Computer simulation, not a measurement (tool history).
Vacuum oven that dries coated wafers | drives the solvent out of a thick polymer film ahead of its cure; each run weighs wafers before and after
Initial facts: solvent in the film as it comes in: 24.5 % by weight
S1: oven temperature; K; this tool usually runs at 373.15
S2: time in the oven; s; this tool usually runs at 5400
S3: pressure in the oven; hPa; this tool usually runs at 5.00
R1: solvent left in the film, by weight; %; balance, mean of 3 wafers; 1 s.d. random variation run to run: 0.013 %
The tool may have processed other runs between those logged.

run	hour	S1	S2	S3	R1
1	0.0	373.15	5400	5.00	1.60
2	47.3	373.15	5400	5.00	1.61
3	85.2	373.15	5400	6.07	1.65
4	138.3	373.15	5400	6.07	1.63
5	199.3	373.15	5400	6.07	1.64
6	237.4	386.15	5400	6.50	0.31
7	285.8	386.15	5400	6.50	0.29
8	345.9	386.15	5580	3.30	0.24
9	398.2	364.15	2880	9.57	9.02
10	434.8	373.15	9360	16.35	0.88

For some of the steps in R1 from one run to the next: how much would appear even if the tool had no hidden state, given the settings, what came in and random variation, and how much remains for the hidden state plus any gauge scatter that the measured result and the result without hidden state don't share?
What the log doesn't record here: true wafer temperature over the reading, C; true pressure over the reading, kPa; drift of the gauge itself on solvent_pct, %.
Run 8 -> 9: S1 386.15 -> 364.15, S2 5580 -> 2880, S3 3.30 -> 9.57. R1 +8.78 %: hidden state -0.29, all else +9.07.
